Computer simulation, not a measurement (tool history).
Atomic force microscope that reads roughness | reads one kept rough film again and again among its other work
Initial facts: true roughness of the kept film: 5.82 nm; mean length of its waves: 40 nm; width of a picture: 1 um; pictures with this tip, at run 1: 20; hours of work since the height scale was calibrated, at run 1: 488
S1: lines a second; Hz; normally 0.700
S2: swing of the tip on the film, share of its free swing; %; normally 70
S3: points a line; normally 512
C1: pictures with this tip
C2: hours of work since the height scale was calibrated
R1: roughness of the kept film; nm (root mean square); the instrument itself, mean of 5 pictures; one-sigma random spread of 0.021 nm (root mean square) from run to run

Run 1, hour 0.0: usual settings; C1 20; C2 488. Result: R1 5.048 nm (root mean square).
Run 2, hour 17.0: usual settings but S1 2.342 Hz; C1 43; C2 497. Result: R1 4.481 nm (root mean square).
Run 3, hour 31.0: usual settings but S1 2.342 Hz; C1 61; C2 504. Result: R1 4.273 nm (root mean square).
At hour 46.4: new tip fitted.
Run 4, hour 56.4: usual settings but S1 2.342 Hz; C1 13; C2 517. Result: R1 4.798 nm (root mean square).
Run 5, hour 82.3: usual settings but S1 2.342 Hz; C1 47; C2 531. Result: R1 4.414 nm (root mean square).
Run 6, hour 102.4: usual settings but S1 2.342 Hz; C1 74; C2 542. Result: R1 4.154 nm (root mean square).
At hour 107.8: new tip fitted.
Run 7, hour 132.8: usual settings but S1 2.342 Hz; C1 33; C2 558. Result: R1 4.527 nm (root mean square).
Run 8, hour 150.2: usual settings but S1 2.104 Hz; C1 55; C2 567. Result: R1 4.309 nm (root mean square).
At hour 168.3: new tip fitted.
Run 9, hour 177.6: usual settings but S1 2.104 Hz; C1 12; C2 582. Result: R1 4.867 nm (root mean square).
Run 10, hour 203.8: usual settings but S1 2.104 Hz; C1 47; C2 596. Result: R1 4.415 nm (root mean square).
At hour 228.0: new tip fitted.
Run 11, hour 228.7: usual settings but S1 2.104 Hz; C1 1; C2 609. Result: R1 5.029 nm (root mean square).
Run 12, hour 259.8: usual settings but S1 2.104 Hz; C1 41; C2 625. Result: R1 4.500 nm (root mean square).
At hour 288.1: new tip fitted.
Run 13, hour 288.6: usual settings; C1 0; C2 640. Result: R1 5.315 nm (root mean square).
Run 14, hour 318.2: usual settings; C1 39; C2 656. Result: R1 4.752 nm (root mean square).
Run 15, hour 331.0: usual settings; C1 56; C2 663. Result: R1 4.543 nm (root mean square).
At hour 348.4: new tip fitted.
Run 16, hour 354.7: usual settings; C1 8; C2 675. Result: R1 5.199 nm (root mean square).
Run 17, hour 380.6: usual settings; C1 42; C2 689. Result: R1 4.715 nm (root mean square).
Run 18, hour 395.7: usual settings; C1 62; C2 697. Result: R1 4.506 nm (root mean square).
At hour 408.8: new tip fitted.
Run 19, hour 421.7: usual settings; C1 17; C2 711. Result: R1 5.080 nm (root mean square).
Run 20, hour 450.8: usual settings but S1 3.153 Hz, S2 73 %, S3 912; C1 55; C2 726. Result: R1 4.116 nm (root mean square).
At hour 469.3: new tip fitted.
Run 21, hour 481.2: usual settings but S3 682; C1 16; C2 742. Result: R1 5.101 nm (root mean square).
Run 22, hour 508.2: usual settings but S2 69 %, S3 320; C1 51; C2 757. Result: R1 4.635 nm (root mean square).
At hour 529.3: new tip fitted.
Run 23, hour 537.0: usual settings but S1 1.209 Hz, S2 69 %, S3 320; C1 10; C2 772. Result: R1 5.091 nm (root mean square).
Run 24, hour 556.1: usual settings but S1 1.712 Hz, S2 66 %, S3 441; C1 35; C2 782. Result: R1 4.707 nm (root mean square).
Run 25, hour 577.7: usual settings but S1 1.712 Hz, S2 66 %, S3 441; C1 64; C2 794. Result: R1 4.347 nm (root mean square).
At hour 589.5: new tip fitted.
Run 26, hour 595.0: usual settings but S1 1.712 Hz, S2 66 %, S3 441; C1 7; C2 803. Result: R1 5.049 nm (root mean square).
Run 27, hour 611.2: usual settings but S1 1.437 Hz, S2 64 %; C1 29; C2 811. Result: R1 4.901 nm (root mean square).
Run 28, hour 625.0: usual settings but S2 63 %; C1 47; C2 819. Result: R1 4.732 nm (root mean square).
At hour 650.2: new tip fitted.
Run 29, hour 653.1: usual settings but S1 1.007 Hz, S2 90 %, S3 290; C1 4; C2 833. Result: R1 4.904 nm (root mean square).
Run 30, hour 669.7: usual settings but S1 1.369 Hz, S3 257; C1 26; C2 842. Result: R1 4.834 nm (root mean square).
Run 31, hour 682.7: usual settings but S1 1.369 Hz, S3 257; C1 42; C2 849. Result: R1 4.637 nm (root mean square).
Run 32, hour 700.4: usual settings but S1 0.668 Hz, S3 264; C1 66; C2 859. Result: R1 4.435 nm (root mean square).
At hour 711.5: new tip fitted.
Run 33, hour 717.9: usual settings but S1 0.577 Hz, S3 799; C1 8; C2 868. Result: R1 5.223 nm (root mean square).
Run 34, hour 740.0: usual settings but S1 0.642 Hz, S2 76 %, S3 335; C1 37; C2 880. Result: R1 4.734 nm (root mean square).

Consider 4 possible next runs. They are alternatives, not a sequence: every one starts from the tool as it was left by run 34. What does each give?
Run A, hour 765.3: usual settings but S2 89 %, S3 477; C1 70; C2 893. Result: R1 ?.
Run B, hour 765.3: usual settings but S1 0.642 Hz, S2 61 %, S3 335; C1 70; C2 893. Result: R1 ?.
Run C, hour 765.3: usual settings but S1 0.567 Hz, S3 398; C1 70; C2 893. Result: R1 ?.
Run D, hour 765.3: usual settings but S1 0.969 Hz; C1 70; C2 893. Result: R1 ?.

run     R1
  A  4.240
  B  4.480
  C  4.419
  D  4.380
Had the tool no hidden state, the same runs would have come out as:
run     R1
  A  5.062
  B  5.347
  C  5.275
  D  5.229

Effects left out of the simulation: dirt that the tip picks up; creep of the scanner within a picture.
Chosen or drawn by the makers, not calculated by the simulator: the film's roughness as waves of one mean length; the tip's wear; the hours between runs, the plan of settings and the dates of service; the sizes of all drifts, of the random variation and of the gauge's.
